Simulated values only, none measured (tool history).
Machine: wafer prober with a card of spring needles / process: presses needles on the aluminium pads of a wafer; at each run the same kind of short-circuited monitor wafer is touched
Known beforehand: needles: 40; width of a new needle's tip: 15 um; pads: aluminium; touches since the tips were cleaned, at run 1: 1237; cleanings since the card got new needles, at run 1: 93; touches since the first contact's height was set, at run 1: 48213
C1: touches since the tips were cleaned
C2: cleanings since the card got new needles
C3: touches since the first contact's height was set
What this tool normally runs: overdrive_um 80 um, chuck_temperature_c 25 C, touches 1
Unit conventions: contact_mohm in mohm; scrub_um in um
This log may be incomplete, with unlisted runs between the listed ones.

run 1 hour=0 | overdrive_um=80 chuck_temperature_c=25 touches=1 | C1=1237 C2=93 C3=48213 | contact_mohm=235 scrub_um=17.64
-- hour=4.4 tips cleaned on abrasive film
run 2 hour=10.5 | overdrive_um=80 chuck_temperature_c=25 touches=1 | C1=2752 C2=94 C3=52936 | contact_mohm=243 scrub_um=17.57
-- hour=12 tips cleaned on abrasive film
-- hour=19.6 tips cleaned on abrasive film
-- hour=26.3 tips cleaned on abrasive film
run 3 hour=28.3 | overdrive_um=80 chuck_temperature_c=25 touches=2 | C1=896 C2=97 C3=60876 | contact_mohm=224 scrub_um=17.46
-- hour=33.3 tips cleaned on abrasive film
run 4 hour=38.8 | overdrive_um=80 chuck_temperature_c=25 touches=2 | C1=2483 C2=98 C3=65594 | contact_mohm=232 scrub_um=17.51
-- hour=40.4 tips cleaned on abrasive film
-- hour=48 tips cleaned on abrasive film
run 5 hour=48.8 | overdrive_um=80 chuck_temperature_c=25 touches=1 | C1=387 C2=100 C3=70071 | contact_mohm=225 scrub_um=17.57
-- hour=54.7 tips cleaned on abrasive film
run 6 hour=57.8 | overdrive_um=80 chuck_temperature_c=25 touches=1 | C1=1374 C2=101 C3=74074 | contact_mohm=235 scrub_um=17.56
-- hour=61.4 tips cleaned on abrasive film
-- hour=69.1 tips cleaned on abrasive film
run 7 hour=72.1 | overdrive_um=80 chuck_temperature_c=25 touches=1 | C1=1335 C2=103 C3=80491 | contact_mohm=233 scrub_um=17.29
-- hour=76.4 tips cleaned on abrasive film
-- hour=83.5 tips cleaned on abrasive film
run 8 hour=88.7 | overdrive_um=80 chuck_temperature_c=25 touches=1 | C1=2370 C2=105 C3=87944 | contact_mohm=239 scrub_um=17.42
-- hour=91.5 tips cleaned on abrasive film
-- hour=99.3 tips cleaned on abrasive film
run 9 hour=101 | overdrive_um=80 chuck_temperature_c=25 touches=1 | C1=761 C2=107 C3=93414 | contact_mohm=229 scrub_um=17.33
-- hour=106.2 tips cleaned on abrasive film
run 10 hour=111 | overdrive_um=67 chuck_temperature_c=25 touches=1 | C1=2215 C2=108 C3=97951 | contact_mohm=262 scrub_um=14.18
-- hour=112.8 tips cleaned on abrasive film
-- hour=119.8 tips cleaned on abrasive film
run 11 hour=122.4 | overdrive_um=67 chuck_temperature_c=25 touches=1 | C1=1184 C2=110 C3=103019 | contact_mohm=244 scrub_um=14.4
-- hour=127.3 tips cleaned on abrasive film
-- hour=134.6 tips cleaned on abrasive film
run 12 hour=136.9 | overdrive_um=66 chuck_temperature_c=84 touches=2 | C1=1051 C2=112 C3=109516 | contact_mohm=248 scrub_um=14.02
-- hour=142.2 tips cleaned on abrasive film
run 13 hour=145.9 | overdrive_um=80 chuck_temperature_c=40 touches=1 | C1=1694 C2=113 C3=113568 | contact_mohm=246 scrub_um=17.09
-- hour=149 tips cleaned on abrasive film
-- hour=155.7 tips cleaned on abrasive film
-- hour=163.6 tips cleaned on abrasive film
run 14 hour=163.6 | overdrive_um=80 chuck_temperature_c=39 touches=2 | C1=0 C2=116 C3=121454 | contact_mohm=222 scrub_um=16.96
-- hour=171.3 tips cleaned on abrasive film
run 15 hour=174 | overdrive_um=70 chuck_temperature_c=96 touches=2 | C1=1191 C2=117 C3=126110 | contact_mohm=246 scrub_um=14.61
-- hour=178.8 tips cleaned on abrasive film
-- hour=185.6 tips cleaned on abrasive film
run 16 hour=189.4 | overdrive_um=91 chuck_temperature_c=69 touches=1 | C1=1758 C2=119 C3=133041 | contact_mohm=243 scrub_um=19.38
-- hour=193.7 tips cleaned on abrasive film
-- hour=200.4 tips cleaned on abrasive film
run 17 hour=200.6 | overdrive_um=70 chuck_temperature_c=69 touches=1 | C1=89 C2=121 C3=138001 | contact_mohm=238 scrub_um=14.71
-- hour=207 tips cleaned on abrasive film
-- hour=211.6 height of the first contact set anew
-- hour=214 tips cleaned on abrasive film
run 18 hour=220.2 | overdrive_um=70 chuck_temperature_c=69 touches=1 | C1=2810 C2=123 C3=3836 | contact_mohm=266 scrub_um=15.72
-- hour=221.5 tips cleaned on abrasive film
-- hour=228.6 tips cleaned on abrasive film
run 19 hour=228.8 | overdrive_um=63 chuck_temperature_c=25 touches=3 | C1=94 C2=125 C3=7646 | contact_mohm=224 scrub_um=14.22
-- hour=236.2 tips cleaned on abrasive film
run 20 hour=237.2 | overdrive_um=63 chuck_temperature_c=25 touches=3 | C1=478 C2=126 C3=11439 | contact_mohm=227 scrub_um=14.12
-- hour=243.3 tips cleaned on abrasive film
run 21 hour=247.1 | overdrive_um=63 chuck_temperature_c=25 touches=3 | C1=1740 C2=127 C3=15882 | contact_mohm=235 scrub_um=13.94

Same runs, no hidden state in the tool, same run-to-run variation:
What the log doesn't record here: debris on the tips, nm; way that the needles fall short of the set height, um; tips' diameter, um; drift of the gauge itself on contact_mohm, %; drift of the gauge itself on scrub_um, %.
run=1 contact_mohm=216 scrub_um=18
run=2 contact_mohm=214 scrub_um=17.96
run=3 contact_mohm=214 scrub_um=17.94
run=4 contact_mohm=215 scrub_um=18.01
run=5 contact_mohm=216 scrub_um=18.12
run=6 contact_mohm=216 scrub_um=18.14
run=7 contact_mohm=213 scrub_um=17.91
run=8 contact_mohm=212 scrub_um=18.1
run=9 contact_mohm=215 scrub_um=18.06
run=10 contact_mohm=220 scrub_um=14.93
run=11 contact_mohm=219 scrub_um=15.22
run=12 contact_mohm=230 scrub_um=14.88
run=13 contact_mohm=220 scrub_um=17.98
run=14 contact_mohm=218 scrub_um=17.92
run=15 contact_mohm=230 scrub_um=15.6
run=16 contact_mohm=224 scrub_um=20.43
run=17 contact_mohm=228 scrub_um=15.84
run=18 contact_mohm=227 scrub_um=15.74
run=19 contact_mohm=219 scrub_um=14.31
run=20 contact_mohm=219 scrub_um=14.23
run=21 contact_mohm=219 scrub_um=14.08
